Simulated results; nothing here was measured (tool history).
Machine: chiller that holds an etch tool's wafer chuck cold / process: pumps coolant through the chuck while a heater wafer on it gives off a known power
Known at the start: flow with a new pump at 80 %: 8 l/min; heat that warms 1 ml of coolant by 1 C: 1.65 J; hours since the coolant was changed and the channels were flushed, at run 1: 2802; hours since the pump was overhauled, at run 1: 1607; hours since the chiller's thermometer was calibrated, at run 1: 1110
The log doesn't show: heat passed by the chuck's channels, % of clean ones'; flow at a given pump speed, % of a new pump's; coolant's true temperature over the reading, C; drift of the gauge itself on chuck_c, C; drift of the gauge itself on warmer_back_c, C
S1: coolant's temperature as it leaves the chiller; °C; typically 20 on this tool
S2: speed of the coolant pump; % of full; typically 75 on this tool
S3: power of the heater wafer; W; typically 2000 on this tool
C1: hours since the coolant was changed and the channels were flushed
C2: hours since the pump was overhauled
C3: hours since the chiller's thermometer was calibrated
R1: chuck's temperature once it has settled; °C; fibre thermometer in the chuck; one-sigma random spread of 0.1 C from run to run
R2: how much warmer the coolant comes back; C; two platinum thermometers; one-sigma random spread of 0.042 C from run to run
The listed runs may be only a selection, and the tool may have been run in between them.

run 1 hour=0.0 | S1=20 S2=75 S3=2000 | C1=2802 C2=1607 C3=1110 | R1=36.9 R2=10.03
run 2 hour=141.9 | S1=20 S2=75 S3=2000 | C1=2944 C2=1749 C3=1252 | R1=37.0 R2=10.01
run 3 hour=279.9 | S1=20 S2=81 S3=2000 | C1=3082 C2=1887 C3=1390 | R1=36.1 R2=9.22
run 4 hour=415.3 | S1=20 S2=81 S3=2000 | C1=3217 C2=2022 C3=1526 | R1=36.4 R2=9.24
run 5 hour=505.0 | S1=20 S2=75 S3=2000 | C1=3307 C2=2112 C3=1615 | R1=37.5 R2=10.13
run 6 hour=658.2 | S1=11 S2=75 S3=2000 | C1=3460 C2=2265 C3=1769 | R1=28.5 R2=10.12
run 7 hour=760.4 | S1=11 S2=75 S3=2000 | C1=3562 C2=2367 C3=1871 | R1=28.6 R2=10.06
run 8 hour=837.6 | S1=20 S2=75 S3=2173 | C1=3639 C2=2444 C3=1948 | R1=39.3 R2=10.98
run 9 hour=986.9 | S1=20 S2=75 S3=2173 | C1=3789 C2=2594 C3=2097 | R1=39.3 R2=11.04
run 10 hour=1157.5 | S1=20 S2=68 S3=2000 | C1=3959 C2=2764 C3=2268 | R1=39.7 R2=11.33
run 11 hour=1322.8 | S1=20 S2=64 S3=2000 | C1=4125 C2=2929 C3=2433 | R1=40.8 R2=12.08
run 12 hour=1422.4 | S1=20 S2=64 S3=1826 | C1=4224 C2=3029 C3=2533 | R1=39.2 R2=11.03
-- hour=1462.8 coolant changed, channels flushed
run 13 hour=1562.1 | S1=20 S2=75 S3=2000 | C1=99 C2=3163 C3=2667 | R1=36.8 R2=10.25
run 14 hour=1743.3 | S1=27 S2=75 S3=2000 | C1=281 C2=3344 C3=2848 | R1=44.0 R2=10.23
-- hour=1843.9 chiller's thermometer calibrated
run 15 hour=1854.4 | S1=20 S2=75 S3=2000 | C1=391 C2=3454 C3=11 | R1=35.9 R2=10.30
run 16 hour=1980.2 | S1=20 S2=75 S3=2000 | C1=516 C2=3580 C3=136 | R1=36.4 R2=10.31
run 17 hour=2073.3 | S1=20 S2=75 S3=2000 | C1=610 C2=3673 C3=229 | R1=36.6 R2=10.32
run 18 hour=2239.0 | S1=20 S2=72 S3=1877 | C1=775 C2=3839 C3=395 | R1=36.1 R2=10.17
run 19 hour=2347.0 | S1=22 S2=70 S3=2673 | C1=883 C2=3947 C3=503 | R1=45.5 R2=14.91
run 20 hour=2434.6 | S1=22 S2=87 S3=1491 | C1=971 C2=4034 C3=591 | R1=33.0 R2=6.55
run 21 hour=2536.2 | S1=22 S2=87 S3=1491 | C1=1072 C2=4136 C3=692 | R1=32.7 R2=6.54
run 22 hour=2705.9 | S1=29 S2=71 S3=1289 | C1=1242 C2=4306 C3=862 | R1=40.5 R2=7.10
run 23 hour=2875.2 | S1=16 S2=88 S3=1172 | C1=1411 C2=4475 C3=1031 | R1=24.8 R2=5.10
run 24 hour=3034.5 | S1=16 S2=81 S3=2155 | C1=1571 C2=4634 C3=1191 | R1=33.3 R2=10.37
run 25 hour=3173.8 | S1=16 S2=81 S3=2155 | C1=1710 C2=4773 C3=1330 | R1=33.4 R2=10.31

What will run 26 give?
run 26 hour=3356.1 | S1=18 S2=71 S3=1225 | C1=1892 C2=4956 C3=1512 | R1=? R2=?

{"run 26": {"R1": 29.4, "R2": 6.88}}
With no hidden state in the tool, this same run would have given R1 27.9 °C, R2 6.41 C.

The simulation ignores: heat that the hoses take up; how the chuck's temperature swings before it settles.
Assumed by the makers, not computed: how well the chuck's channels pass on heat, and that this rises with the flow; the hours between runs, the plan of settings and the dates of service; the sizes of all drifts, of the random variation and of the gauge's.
